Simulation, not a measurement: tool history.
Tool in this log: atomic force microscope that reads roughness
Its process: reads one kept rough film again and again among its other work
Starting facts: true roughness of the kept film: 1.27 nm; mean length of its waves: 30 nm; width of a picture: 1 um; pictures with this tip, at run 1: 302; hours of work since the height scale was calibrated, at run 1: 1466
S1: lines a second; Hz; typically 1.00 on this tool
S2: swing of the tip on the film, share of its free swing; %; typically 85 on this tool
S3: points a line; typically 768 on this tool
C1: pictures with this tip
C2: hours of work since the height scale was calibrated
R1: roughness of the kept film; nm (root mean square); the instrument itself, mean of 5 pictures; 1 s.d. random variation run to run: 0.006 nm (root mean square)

run    hour    S1  S2   S3   C1    C2     R1
  1     0.0  1.00  85  768  302  1466  1.010
       16.7  -- new tip fitted
  2    46.7  1.00  85  768   35  1494  1.093
  3   118.1  1.00  85  768  116  1537  1.066
  4   161.2  1.00  85  768  165  1563  1.060
  5   201.8  1.00  85  768  212  1587  1.035
  6   250.2  1.00  85  768  267  1616  1.018
      298.3  -- new tip fitted
  7   305.8  1.00  85  768    9  1649  1.103
  8   370.8  1.00  85  768   83  1688  1.074
  9   418.6  1.00  85  768  138  1716  1.060
 10   468.2  1.00  85  440  194  1746  1.047
 11   537.6  1.00  85  415  274  1788  1.014
      579.5  -- new tip fitted
 12   603.4  1.00  85  415   27  1827  1.095
 13   645.7  1.00  85  768   76  1852  1.079
 14   692.2  1.00  85  768  129  1880  1.073
 15   762.5  1.00  85  768  209  1922  1.041
 16   814.9  1.00  85  768  269  1954  1.003
      864.1  -- new tip fitted
 17   871.8  1.00  66  768    8  1987  1.172
 18   915.7  1.00  66  768   59  2014  1.139
 19   947.1  1.00  66  257   94  2033  1.115
 20   998.0  1.00  66  257  153  2063  1.104
 21  1067.0  0.88  66  257  231  2104  1.084
 22  1119.4  1.00  85  768  291  2136  1.013
     1145.1  -- new tip fitted
 23  1170.2  1.00  85  768   29  2166  1.087
 24  1240.5  1.00  85  768  109  2208  1.071
 25  1279.5  1.77  85  768  153  2231  0.990
 26  1315.3  1.77  85  768  194  2253  0.985
 27  1346.2  0.92  78  768  230  2271  1.064

For run 28, what comes out?
 28  1387.1  0.92  78  768  276  2296   ?

{"run 28": {"R1": 1.045}}
The same run, on a tool lacking any hidden state, would have yielded R1 1.153 nm (root mean square).
